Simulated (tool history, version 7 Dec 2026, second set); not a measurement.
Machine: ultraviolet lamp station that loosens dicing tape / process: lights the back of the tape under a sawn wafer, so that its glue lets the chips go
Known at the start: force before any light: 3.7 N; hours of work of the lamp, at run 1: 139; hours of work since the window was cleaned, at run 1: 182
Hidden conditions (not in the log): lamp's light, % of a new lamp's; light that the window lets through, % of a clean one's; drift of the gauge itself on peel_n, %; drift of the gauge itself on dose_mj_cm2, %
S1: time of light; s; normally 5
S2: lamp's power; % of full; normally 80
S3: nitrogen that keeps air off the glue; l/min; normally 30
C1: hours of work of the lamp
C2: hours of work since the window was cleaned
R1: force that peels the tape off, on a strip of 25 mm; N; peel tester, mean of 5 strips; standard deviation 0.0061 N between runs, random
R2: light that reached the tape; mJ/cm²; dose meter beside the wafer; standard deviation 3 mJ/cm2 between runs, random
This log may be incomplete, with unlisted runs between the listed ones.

run   hour  S1  S2  S3   C1   C2     R1   R2
  1      0   5  80  30  139  182  0.205  391
  2   13.8   5  70  30  147  189  0.274  338
  3   22.2   5  70  30  152  194  0.292  341
  4   35.1   5  80  30  159  201  0.228  385
  5   47.9   9  80  30  166  208  0.091  690
  6   56.6   9  80  30  171  213   0.09  688
  7   63.9   9  80  30  175  217  0.095  684
  8   73.3   9  83  30  180  222  0.088  706
  9   87.1   9  83  30  187  230  0.107  706
 10   95.5   3  69  36  192  234  0.719  193
 11  105.4   8  72  18  197  240  0.139  542
 12  116.9   3  73  18  204  246  0.869  203

For run 13, what comes out?
 13  128.8   4  66  16  210  253   ?   ?

R1: 0.688 N
R2: 246 mJ/cm²
Had the tool carried no hidden state, the very same run would have given R1 0.531 N, R2 287 mJ/cm².
